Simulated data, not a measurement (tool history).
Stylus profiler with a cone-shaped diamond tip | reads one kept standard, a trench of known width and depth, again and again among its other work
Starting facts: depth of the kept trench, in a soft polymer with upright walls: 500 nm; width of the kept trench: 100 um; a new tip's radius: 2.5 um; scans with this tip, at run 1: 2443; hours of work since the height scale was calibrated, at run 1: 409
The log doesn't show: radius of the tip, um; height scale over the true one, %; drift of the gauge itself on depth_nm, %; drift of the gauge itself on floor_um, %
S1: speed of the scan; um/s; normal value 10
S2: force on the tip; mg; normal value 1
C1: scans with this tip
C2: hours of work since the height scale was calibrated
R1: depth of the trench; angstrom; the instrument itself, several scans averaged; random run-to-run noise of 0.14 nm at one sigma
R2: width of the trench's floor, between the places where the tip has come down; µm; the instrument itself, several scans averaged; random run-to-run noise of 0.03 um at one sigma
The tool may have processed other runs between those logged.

run   hour  S1    S2    C1   C2      R1     R2
  1      0  10     1  2443  409  5023.9  96.77
  2   19.8  10     1  2526  423  5023.9   96.8
  3   32.8  10     1  2580  432  5024.1  96.81
  4   50.9   4     1  2655  445  5023.7  96.79
  5   67.3  10  0.36  2723  456  5006.4  96.74
  6     81  10     1  2780  466  5024.8  96.78
  7   92.2  10     1  2826  474  5022.3  96.74
  8  103.3  10     1  2872  481  5022.1  96.73
  9  119.4  10     1  2939  492  5021.8  96.73
 10  137.2  32     1  3013  505  5023.2  96.61
 11  147.7   4  1.16  3056  512  5024.2  96.78
 12  164.4  10   0.9  3126  524  5017.7  96.77
 13  177.1   4  1.88  3178  533  5037.3  96.76
 14  192.7   2  1.99  3243  543  5038.9  96.81
 15  206.7   4   2.1  3301  553  5041.3  96.79
 16    221   3     1  3360  563  5020.9  96.75
 17  239.3   2  0.62  3437  576  5012.6   96.8

Consider 5 possible next runs. They are alternatives, not a sequence: every one starts from the tool as it was left by run 17. What does each give?
  A   250   2  0.42  3481  583   ?   ?
  B   250  34  0.69  3481  583   ?   ?
  C   250   2  1.97  3481  583   ?   ?
  D   250  22  2.63  3481  583   ?   ?
  E   250   5  1.19  3481  583   ?   ?

run      R1     R2
  A  5003.6  96.75
  B  5012.6  96.45
  C    5036  96.74
  D  5047.8  96.72
  E  5023.4  96.73
Stripped of hidden state, with their random variation kept, the same runs would have yielded:
run      R1     R2
  A  5016.2  96.98
  B  5025.2  96.67
  C  5048.6  96.97
  D  5060.5  96.94
  E    5036  96.96
